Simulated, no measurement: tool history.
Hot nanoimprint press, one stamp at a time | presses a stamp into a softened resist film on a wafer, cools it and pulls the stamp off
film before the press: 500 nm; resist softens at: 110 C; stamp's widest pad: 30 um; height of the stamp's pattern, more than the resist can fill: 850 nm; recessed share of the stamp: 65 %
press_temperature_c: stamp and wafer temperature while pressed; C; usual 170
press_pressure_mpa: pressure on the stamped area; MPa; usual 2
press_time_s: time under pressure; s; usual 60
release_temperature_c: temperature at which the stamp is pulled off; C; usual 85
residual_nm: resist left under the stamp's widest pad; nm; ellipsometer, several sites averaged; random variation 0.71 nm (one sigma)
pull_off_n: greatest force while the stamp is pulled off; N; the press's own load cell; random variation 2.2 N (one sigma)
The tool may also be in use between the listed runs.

run   hour  press_temperature_c  press_pressure_mpa  press_time_s  release_temperature_c  residual_nm  pull_off_n
  1      0                  170                   2            60                     85        237.9         137
  2    9.5                  170                   2            60                     85        239.1         134
  3   16.5                  170                   2            60                     85        239.7         138
  4     24                  170                   2            60                     85        239.3         141
  5   29.2                  170                   2            60                     85        240.9         135
  6   37.4                  170                   2            30                     85        307.1         141
  7   47.2                  170                   2            30                     85        305.4         141
  8   58.1                  170                1.35            30                     85        343.9         140
  9   65.2                  170                1.36            60                     85        277.3         145
 10     74                  170                   2            60                     85        240.4         147
 11   79.7                  170                   2            60                     85        240.6         142
 12   87.7                  170                   2            60                     85          240         141
 13   99.1                  170                   2            60                     85        241.5         153
 14  110.8                  170                   2            60                     85        242.1         150
 15  116.1                  170                   2            60                     85        241.4         141
 16  127.5                  170                   2            60                     85        242.5         152
 17    139                  170                   2            60                     85        240.6         148
 18  144.5                  170                1.64            60                     85        259.7         149
 19    155                  170                1.64            60                     85          260         155
 20  166.5                  170                1.64            60                     85        260.5         150
 21  177.7                  170                1.64            60                     85        261.7         151
     194.1  -- stamp cleaned and given a new release coat
 22  194.3                  170                2.28            60                     85        230.3          96
 23  200.1                  176                2.28            60                     85        179.1         101
 24  210.8                  170                   2            78                     85          220         102
 25  218.5                  168                1.79            69                     85        260.2         104
 26  225.1                  170                   2           117                     85        185.9         103
 27  234.9                  179                 1.6            92                     90        153.2         102
 28  240.6                  179                 1.6            92                     90        152.8         100
 29  248.2                  179                1.23            91                     80          173         111

Forecast each of these 5 alternatives for the next run:
  A  256.5                  171                 2.6            60                     85            ?           ?
  B  256.5                  179                2.88            91                     80            ?           ?
  C  256.5                  170                2.65            77                     78            ?           ?
  D  256.5                  170                1.33            60                     92            ?           ?
  E  256.5                  179                2.99            91                     72            ?           ?

run  residual_nm  pull_off_n
  A        210.4         105
  B        116.8         112
  C        198.3         108
  D        284.1         102
  E        114.9         122
Without the tool's hidden state the same runs would have given:
run  residual_nm  pull_off_n
  A        205.7         100
  B        114.1         107
  C        193.7         102
  D        278.8          97
  E        112.2         116

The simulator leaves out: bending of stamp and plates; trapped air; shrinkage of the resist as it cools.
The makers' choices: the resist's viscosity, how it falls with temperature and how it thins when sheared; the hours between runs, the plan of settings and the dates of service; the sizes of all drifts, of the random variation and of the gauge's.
